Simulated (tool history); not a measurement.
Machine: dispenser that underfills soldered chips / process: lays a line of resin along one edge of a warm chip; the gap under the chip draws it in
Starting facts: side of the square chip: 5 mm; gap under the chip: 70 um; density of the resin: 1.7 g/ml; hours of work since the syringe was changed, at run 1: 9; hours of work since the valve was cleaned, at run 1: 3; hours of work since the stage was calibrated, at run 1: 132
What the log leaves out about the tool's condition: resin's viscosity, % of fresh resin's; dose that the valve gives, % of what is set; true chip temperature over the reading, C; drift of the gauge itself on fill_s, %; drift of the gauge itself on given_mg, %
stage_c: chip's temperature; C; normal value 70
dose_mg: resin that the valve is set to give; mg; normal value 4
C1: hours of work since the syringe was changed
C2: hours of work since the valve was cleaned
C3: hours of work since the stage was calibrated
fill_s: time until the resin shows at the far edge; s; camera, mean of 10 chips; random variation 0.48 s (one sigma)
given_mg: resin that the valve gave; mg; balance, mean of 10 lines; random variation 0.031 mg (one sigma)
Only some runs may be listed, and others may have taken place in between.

{"run": 1, "hour": 0.0, "stage_c": 70, "dose_mg": 4, "C1": 9, "C2": 3, "C3": 132, "fill_s": 72, "given_mg": 4}
{"hour": 3.1, "done": "new syringe of resin"}
{"run": 2, "hour": 4.9, "stage_c": 70, "dose_mg": 4.62, "C1": 1, "C2": 7, "C3": 135, "fill_s": 38.7, "given_mg": 4.63}
{"run": 3, "hour": 9.2, "stage_c": 70, "dose_mg": 3.81, "C1": 4, "C2": 10, "C3": 138, "fill_s": 52.2, "given_mg": 3.76}
{"run": 4, "hour": 11.9, "stage_c": 70, "dose_mg": 3.81, "C1": 6, "C2": 12, "C3": 140, "fill_s": 59.9, "given_mg": 3.83}
{"run": 5, "hour": 16.2, "stage_c": 60, "dose_mg": 4, "C1": 10, "C2": 15, "C3": 143, "fill_s": 123, "given_mg": 3.95}
{"hour": 18.6, "done": "new syringe of resin"}
{"run": 6, "hour": 19.3, "stage_c": 73, "dose_mg": 4, "C1": 0, "C2": 17, "C3": 146, "fill_s": 33.1, "given_mg": 3.94}
{"run": 7, "hour": 24.0, "stage_c": 73, "dose_mg": 4, "C1": 4, "C2": 21, "C3": 149, "fill_s": 43.3, "given_mg": 3.93}
{"run": 8, "hour": 28.1, "stage_c": 73, "dose_mg": 4, "C1": 7, "C2": 24, "C3": 152, "fill_s": 54.4, "given_mg": 3.93}
{"run": 9, "hour": 31.9, "stage_c": 70, "dose_mg": 3.92, "C1": 10, "C2": 26, "C3": 155, "fill_s": 77.8, "given_mg": 3.8}
{"hour": 34.2, "done": "new syringe of resin"}
{"run": 10, "hour": 36.0, "stage_c": 70, "dose_mg": 4, "C1": 1, "C2": 29, "C3": 158, "fill_s": 41, "given_mg": 3.88}
{"run": 11, "hour": 40.9, "stage_c": 58, "dose_mg": 4, "C1": 5, "C2": 33, "C3": 161, "fill_s": 95.7, "given_mg": 3.86}
{"run": 12, "hour": 44.5, "stage_c": 58, "dose_mg": 4, "C1": 8, "C2": 36, "C3": 164, "fill_s": 117.3, "given_mg": 3.87}
{"run": 13, "hour": 47.2, "stage_c": 58, "dose_mg": 4, "C1": 10, "C2": 38, "C3": 166, "fill_s": 136.3, "given_mg": 3.84}
{"hour": 49.4, "done": "new syringe of resin"}
{"run": 14, "hour": 52.5, "stage_c": 70, "dose_mg": 4, "C1": 2, "C2": 41, "C3": 170, "fill_s": 42.5, "given_mg": 3.87}
{"run": 15, "hour": 55.0, "stage_c": 70, "dose_mg": 4, "C1": 4, "C2": 43, "C3": 171, "fill_s": 50.7, "given_mg": 3.84}
{"run": 16, "hour": 58.5, "stage_c": 70, "dose_mg": 4, "C1": 7, "C2": 46, "C3": 174, "fill_s": 59.3, "given_mg": 3.77}
{"run": 17, "hour": 61.8, "stage_c": 70, "dose_mg": 4, "C1": 9, "C2": 48, "C3": 176, "fill_s": 71.9, "given_mg": 3.84}
{"hour": 64.6, "done": "new syringe of resin"}
{"run": 18, "hour": 67.0, "stage_c": 70, "dose_mg": 4, "C1": 2, "C2": 52, "C3": 180, "fill_s": 41.3, "given_mg": 3.83}
{"run": 19, "hour": 69.4, "stage_c": 70, "dose_mg": 4, "C1": 4, "C2": 53, "C3": 182, "fill_s": 47.4, "given_mg": 3.82}
{"run": 20, "hour": 71.6, "stage_c": 60, "dose_mg": 4, "C1": 5, "C2": 55, "C3": 183, "fill_s": 86.7, "given_mg": 3.84}
{"run": 21, "hour": 75.3, "stage_c": 78, "dose_mg": 4.1, "C1": 8, "C2": 58, "C3": 186, "fill_s": 46, "given_mg": 3.84}
{"hour": 79.9, "done": "new syringe of resin"}
{"run": 22, "hour": 79.9, "stage_c": 59, "dose_mg": 3.53, "C1": 0, "C2": 61, "C3": 189, "fill_s": 65.3, "given_mg": 3.36}
{"run": 23, "hour": 82.6, "stage_c": 59, "dose_mg": 3.53, "C1": 2, "C2": 63, "C3": 191, "fill_s": 75.5, "given_mg": 3.3}
{"run": 24, "hour": 84.7, "stage_c": 66, "dose_mg": 4, "C1": 4, "C2": 65, "C3": 193, "fill_s": 58.9, "given_mg": 3.79}
{"run": 25, "hour": 86.9, "stage_c": 66, "dose_mg": 4, "C1": 5, "C2": 66, "C3": 194, "fill_s": 68.4, "given_mg": 3.79}
{"run": 26, "hour": 90.2, "stage_c": 57, "dose_mg": 4, "C1": 8, "C2": 69, "C3": 197, "fill_s": 125.1, "given_mg": 3.74}
{"run": 27, "hour": 93.4, "stage_c": 57, "dose_mg": 4, "C1": 10, "C2": 71, "C3": 199, "fill_s": 149, "given_mg": 3.7}
{"hour": 95.2, "done": "new syringe of resin"}
{"run": 28, "hour": 96.2, "stage_c": 75, "dose_mg": 3.56, "C1": 1, "C2": 73, "C3": 201, "fill_s": 32.8, "given_mg": 3.31}
{"run": 29, "hour": 101.0, "stage_c": 75, "dose_mg": 3.56, "C1": 4, "C2": 76, "C3": 205, "fill_s": 43, "given_mg": 3.36}
{"run": 30, "hour": 104.7, "stage_c": 75, "dose_mg": 3.56, "C1": 7, "C2": 79, "C3": 207, "fill_s": 53.3, "given_mg": 3.35}
{"run": 31, "hour": 107.4, "stage_c": 75, "dose_mg": 3.56, "C1": 9, "C2": 81, "C3": 209, "fill_s": 60.4, "given_mg": 3.29}
{"hour": 110.4, "done": "new syringe of resin"}
{"run": 32, "hour": 111.6, "stage_c": 56, "dose_mg": 4.2, "C1": 1, "C2": 84, "C3": 212, "fill_s": 74.4, "given_mg": 3.82}
{"hour": 114.5, "done": "dispensing valve cleaned and set on the balance"}
{"run": 33, "hour": 116.7, "stage_c": 70, "dose_mg": 3.76, "C1": 4, "C2": 2, "C3": 215, "fill_s": 48.3, "given_mg": 3.78}
{"run": 34, "hour": 121.2, "stage_c": 70, "dose_mg": 3.76, "C1": 7, "C2": 5, "C3": 218, "fill_s": 62.7, "given_mg": 3.7}
{"run": 35, "hour": 123.7, "stage_c": 70, "dose_mg": 3.76, "C1": 9, "C2": 7, "C3": 220, "fill_s": 72.1, "given_mg": 3.76}
{"hour": 126.6, "done": "new syringe of resin"}
{"run": 36, "hour": 127.4, "stage_c": 85, "dose_mg": 3.47, "C1": 1, "C2": 9, "C3": 223, "fill_s": 20.1, "given_mg": 3.44}

Branching from run 36: 5 alternative next runs. What would each branch give?
{"run": "A", "hour": 132.2, "stage_c": 70, "dose_mg": 3.67, "C1": 4, "C2": 13, "C3": 226, "fill_s": "?", "given_mg": "?"}
{"run": "B", "hour": 132.2, "stage_c": 69, "dose_mg": 3.47, "C1": 4, "C2": 13, "C3": 226, "fill_s": "?", "given_mg": "?"}
{"run": "C", "hour": 132.2, "stage_c": 84, "dose_mg": 3.71, "C1": 4, "C2": 13, "C3": 226, "fill_s": "?", "given_mg": "?"}
{"run": "D", "hour": 132.2, "stage_c": 67, "dose_mg": 3.55, "C1": 4, "C2": 13, "C3": 226, "fill_s": "?", "given_mg": "?"}
{"run": "E", "hour": 132.2, "stage_c": 70, "dose_mg": 4.23, "C1": 4, "C2": 13, "C3": 226, "fill_s": "?", "given_mg": "?"}

run=A fill_s=49.5 given_mg=3.64
run=B fill_s=54.8 given_mg=3.44
run=C fill_s=26.8 given_mg=3.65
run=D fill_s=59.7 given_mg=3.46
run=E fill_s=47.6 given_mg=4.2
Had the tool no hidden state, the same runs would have come out as:
run=A fill_s=37.6 given_mg=3.67
run=B fill_s=41.5 given_mg=3.48
run=C fill_s=20.2 given_mg=3.69
run=D fill_s=45.3 given_mg=3.49
run=E fill_s=36.1 given_mg=4.24
